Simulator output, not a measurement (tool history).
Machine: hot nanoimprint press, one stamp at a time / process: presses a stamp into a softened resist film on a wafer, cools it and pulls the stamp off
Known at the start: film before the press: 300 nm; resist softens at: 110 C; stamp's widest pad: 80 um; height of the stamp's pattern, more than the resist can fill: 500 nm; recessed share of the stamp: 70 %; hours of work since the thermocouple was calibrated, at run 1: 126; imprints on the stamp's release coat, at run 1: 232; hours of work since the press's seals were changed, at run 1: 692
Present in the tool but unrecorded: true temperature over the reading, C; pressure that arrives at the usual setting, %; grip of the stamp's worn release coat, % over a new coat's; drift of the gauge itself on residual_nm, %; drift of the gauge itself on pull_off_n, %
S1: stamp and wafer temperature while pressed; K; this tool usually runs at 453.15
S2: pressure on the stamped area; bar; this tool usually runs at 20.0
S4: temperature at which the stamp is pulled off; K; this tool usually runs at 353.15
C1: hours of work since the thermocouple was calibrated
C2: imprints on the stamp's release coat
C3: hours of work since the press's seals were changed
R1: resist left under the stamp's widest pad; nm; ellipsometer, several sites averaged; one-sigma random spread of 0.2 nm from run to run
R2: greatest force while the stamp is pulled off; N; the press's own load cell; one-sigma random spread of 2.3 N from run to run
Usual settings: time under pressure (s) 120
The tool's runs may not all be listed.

Run 1, hour 0.0: usual settings; C1 126; C2 232; C3 692. Result: R1 108.5 nm, R2 198 N.
Run 2, hour 22.4: usual settings but S4 356.15 K; C1 142; C2 301; C3 708. Result: R1 108.9 nm, R2 192 N.
Run 3, hour 46.1: usual settings; C1 158; C2 374; C3 724. Result: R1 109.0 nm, R2 205 N.
Run 4, hour 68.2: usual settings but time under pressure (s) 203; C1 173; C2 443; C3 739. Result: R1 87.2 nm, R2 204 N.
Run 5, hour 97.2: usual settings but time under pressure (s) 203; C1 193; C2 533; C3 759. Result: R1 87.8 nm, R2 202 N.
Run 6, hour 120.9: usual settings but time under pressure (s) 203; C1 209; C2 606; C3 775. Result: R1 87.9 nm, R2 204 N.
Run 7, hour 139.5: usual settings but S1 459.15 K, time under pressure (s) 198; C1 222; C2 664; C3 788. Result: R1 71.6 nm, R2 197 N.
Run 8, hour 157.5: usual settings but time under pressure (s) 213, S4 345.15 K; C1 234; C2 720; C3 800. Result: R1 86.0 nm, R2 233 N.
Run 9, hour 187.9: usual settings but S1 462.15 K; C1 255; C2 814; C3 821. Result: R1 81.2 nm, R2 201 N.

Run 10 is up next; what results do you expect?
Run 10, hour 214.1: usual settings but S2 28.5 bar, S4 351.15 K; C1 273; C2 895; C3 839. Result: R1 ?, R2 ?.

R1: 92.6 nm
R2: 211 N
Take away the tool's hidden state, keep the run-to-run variation as it was, and the same run would have given R1 91.2 nm, R2 210 N.
